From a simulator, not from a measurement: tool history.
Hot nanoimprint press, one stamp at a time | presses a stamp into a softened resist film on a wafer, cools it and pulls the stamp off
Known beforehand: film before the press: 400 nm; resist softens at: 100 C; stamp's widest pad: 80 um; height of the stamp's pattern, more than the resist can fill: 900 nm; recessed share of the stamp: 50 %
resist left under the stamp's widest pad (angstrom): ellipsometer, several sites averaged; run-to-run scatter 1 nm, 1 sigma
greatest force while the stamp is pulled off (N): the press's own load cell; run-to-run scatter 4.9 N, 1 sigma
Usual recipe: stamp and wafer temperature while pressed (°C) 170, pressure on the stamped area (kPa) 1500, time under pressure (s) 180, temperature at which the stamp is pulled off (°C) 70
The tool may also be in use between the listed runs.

| run | hour | stamp and wafer temperature while pressed (°C) | pressure on the stamped area (kPa) | time under pressure (s) | temperature at which the stamp is pulled off (°C) | resist left under the stamp's widest pad (angstrom) | greatest force while the stamp is pulled off (N) |
|---|---|---|---|---|---|---|---|
| 1 | 0 | 170 | 1500 | 180 | 70 | 2289 | 279 |
| 2 | 38 | 176 | 1500 | 180 | 70 | 1808 | 281 |
| 3 | 72.3 | 170 | 1500 | 180 | 70 | 2305 | 285 |
| 4 | 106 | 170 | 1500 | 180 | 70 | 2304 | 295 |
| 5 | 140.8 | 170 | 1500 | 109 | 70 | 2652 | 306 |
| 6 | 178.9 | 170 | 1500 | 109 | 70 | 2653 | 307 |
| 7 | 199 | 170 | 1500 | 109 | 64 | 2673 | 362 |
| 8 | 223.6 | 170 | 1500 | 180 | 70 | 2339 | 326 |
| 9 | 249.7 | 170 | 1500 | 180 | 70 | 2343 | 329 |
| 10 | 279.4 | 170 | 1500 | 313 | 70 | 1970 | 336 |
| 11 | 311 | 170 | 960 | 180 | 70 | 2824 | 345 |
|  | 337.5 | plate thermocouple calibrated |
| 12 | 345.5 | 170 | 960 | 167 | 70 | 2959 | 358 |
| 13 | 383.9 | 170 | 960 | 167 | 70 | 2971 | 361 |
| 14 | 424.5 | 170 | 970 | 180 | 70 | 2897 | 372 |
| 15 | 450.1 | 170 | 1500 | 180 | 70 | 2434 | 365 |
| 16 | 490.4 | 168 | 1090 | 180 | 70 | 2972 | 364 |
| 17 | 515.6 | 168 | 1090 | 180 | 70 | 2939 | 395 |
| 18 | 543.7 | 178 | 1950 | 143 | 66 | 1665 | 440 |
|  | 558.8 | plate thermocouple calibrated, once more |
| 19 | 582.7 | 170 | 1490 | 180 | 65 | 2215 | 426 |
|  | 597.8 | stamp cleaned and given a new release coat |
| 20 | 631.7 | 159 | 1500 | 336 | 70 | 2855 | 244 |
| 21 | 673.9 | 170 | 1500 | 215 | 70 | 2109 | 259 |
| 22 | 715.5 | 169 | 1410 | 180 | 70 | 2381 | 260 |
| 23 | 737.4 | 165 | 1500 | 180 | 71 | 2700 | 255 |
| 24 | 780.2 | 165 | 1520 | 180 | 62 | 2683 | 324 |
| 25 | 815.7 | 172 | 1520 | 295 | 56 | 1736 | 378 |
| 26 | 835 | 164 | 2350 | 175 | 73 | 2339 | 259 |
| 27 | 870.8 | 164 | 2350 | 175 | 73 | 2350 | 264 |
| 28 | 907.5 | 170 | 1730 | 180 | 56 | 2107 | 401 |
| 29 | 932.8 | 179 | 1730 | 180 | 72 | 1449 | 290 |

Predict each of these 3 candidate next runs independently; none follows another, all start after run 29:
| A | 974.8 | 179 | 1730 | 180 | 63 | ? | ? |
| B | 974.8 | 174 | 920 | 145 | 70 | ? | ? |
| C | 974.8 | 167 | 2120 | 275 | 72 | ? | ? |

| run | resist left under the stamp's widest pad (angstrom) | greatest force while the stamp is pulled off (N) |
|---|---|---|
| A | 1462 | 351 |
| B | 2590 | 301 |
| C | 1910 | 282 |
Take away the tool's hidden state, keep each run's random variation, and the runs would have read:
| run | resist left under the stamp's widest pad (angstrom) | greatest force while the stamp is pulled off (N) |
|---|---|---|
| A | 1399 | 272 |
| B | 2523 | 233 |
| C | 1818 | 218 |
